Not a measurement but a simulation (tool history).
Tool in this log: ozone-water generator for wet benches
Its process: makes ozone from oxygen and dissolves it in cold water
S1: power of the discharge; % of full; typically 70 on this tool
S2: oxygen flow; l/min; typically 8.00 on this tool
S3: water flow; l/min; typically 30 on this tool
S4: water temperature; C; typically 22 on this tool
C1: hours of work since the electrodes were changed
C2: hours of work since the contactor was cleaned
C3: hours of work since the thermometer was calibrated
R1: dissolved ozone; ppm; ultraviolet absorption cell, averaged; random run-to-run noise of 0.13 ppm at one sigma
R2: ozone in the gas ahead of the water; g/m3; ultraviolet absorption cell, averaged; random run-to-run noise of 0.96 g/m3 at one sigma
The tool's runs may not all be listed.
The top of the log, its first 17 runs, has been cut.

{"run": 18, "hour": 1728.8, "S1": 70, "S2": 8.0, "S3": 43, "S4": 22, "C1": 4602, "C2": 1742, "C3": 704, "R1": 8.7, "R2": 166.2}
{"run": 19, "hour": 1801.2, "S1": 70, "S2": 12.71, "S3": 25, "S4": 24, "C1": 4655, "C2": 1795, "C3": 757, "R1": 13.2, "R2": 124.9}
{"run": 20, "hour": 1918.7, "S1": 70, "S2": 12.71, "S3": 25, "S4": 24, "C1": 4740, "C2": 1880, "C3": 842, "R1": 13.4, "R2": 124.3}
{"run": 21, "hour": 2011.7, "S1": 70, "S2": 10.52, "S3": 23, "S4": 22, "C1": 4808, "C2": 1948, "C3": 910, "R1": 15.2, "R2": 141.4}
{"run": 22, "hour": 2139.0, "S1": 56, "S2": 11.6, "S3": 23, "S4": 16, "C1": 4900, "C2": 2040, "C3": 1002, "R1": 14.9, "R2": 117.1}
{"run": 23, "hour": 2232.9, "S1": 56, "S2": 11.6, "S3": 23, "S4": 16, "C1": 4968, "C2": 2108, "C3": 1070, "R1": 14.7, "R2": 116.3}
{"run": 24, "hour": 2343.7, "S1": 56, "S2": 11.6, "S3": 23, "S4": 16, "C1": 5049, "C2": 2189, "C3": 1150, "R1": 14.7, "R2": 114.7}
{"run": 25, "hour": 2414.0, "S1": 56, "S2": 11.6, "S3": 23, "S4": 16, "C1": 5100, "C2": 2240, "C3": 1202, "R1": 14.8, "R2": 114.8}
{"run": 26, "hour": 2477.3, "S1": 56, "S2": 11.6, "S3": 23, "S4": 26, "C1": 5146, "C2": 2286, "C3": 1247, "R1": 12.2, "R2": 115.1}
{"run": 27, "hour": 2606.5, "S1": 56, "S2": 12.33, "S3": 23, "S4": 25, "C1": 5239, "C2": 2380, "C3": 1341, "R1": 12.3, "R2": 110.5}
{"run": 28, "hour": 2722.2, "S1": 47, "S2": 12.33, "S3": 23, "S4": 19, "C1": 5323, "C2": 2463, "C3": 1425, "R1": 12.6, "R2": 101.4}
{"run": 29, "hour": 2815.1, "S1": 70, "S2": 12.33, "S3": 23, "S4": 14, "C1": 5391, "C2": 2531, "C3": 1493, "R1": 17.4, "R2": 127.9}
{"run": 30, "hour": 2870.6, "S1": 70, "S2": 12.33, "S3": 23, "S4": 14, "C1": 5431, "C2": 2571, "C3": 1533, "R1": 17.4, "R2": 125.7}
{"run": 31, "hour": 2979.9, "S1": 70, "S2": 12.33, "S3": 23, "S4": 14, "C1": 5510, "C2": 2651, "C3": 1612, "R1": 17.5, "R2": 127.5}
{"run": 32, "hour": 3067.9, "S1": 70, "S2": 8.0, "S3": 30, "S4": 25, "C1": 5574, "C2": 2714, "C3": 1676, "R1": 12.0, "R2": 163.7}
{"run": 33, "hour": 3128.3, "S1": 70, "S2": 8.0, "S3": 30, "S4": 25, "C1": 5618, "C2": 2758, "C3": 1720, "R1": 12.1, "R2": 163.4}

Consider 3 possible next runs. They are alternatives, not a sequence: every one starts from the tool as it was left by run 33. What does each give?
{"run": "A", "hour": 3238.1, "S1": 68, "S2": 7.04, "S3": 30, "S4": 25, "C1": 5698, "C2": 2838, "C3": 1800, "R1": "?", "R2": "?"}
{"run": "B", "hour": 3238.1, "S1": 40, "S2": 7.61, "S3": 30, "S4": 23, "C1": 5698, "C2": 2838, "C3": 1800, "R1": "?", "R2": "?"}
{"run": "C", "hour": 3238.1, "S1": 70, "S2": 8.98, "S3": 30, "S4": 22, "C1": 5698, "C2": 2838, "C3": 1800, "R1": "?", "R2": "?"}

run=A R1=12.2 R2=172.5
run=B R1=9.2 R2=121.8
run=C R1=12.6 R2=151.2
Take away the tool's hidden state, keep each run's random variation, and the runs would have read:
run=A R1=12.3 R2=172.9
run=B R1=9.2 R2=122.0
run=C R1=12.6 R2=151.5
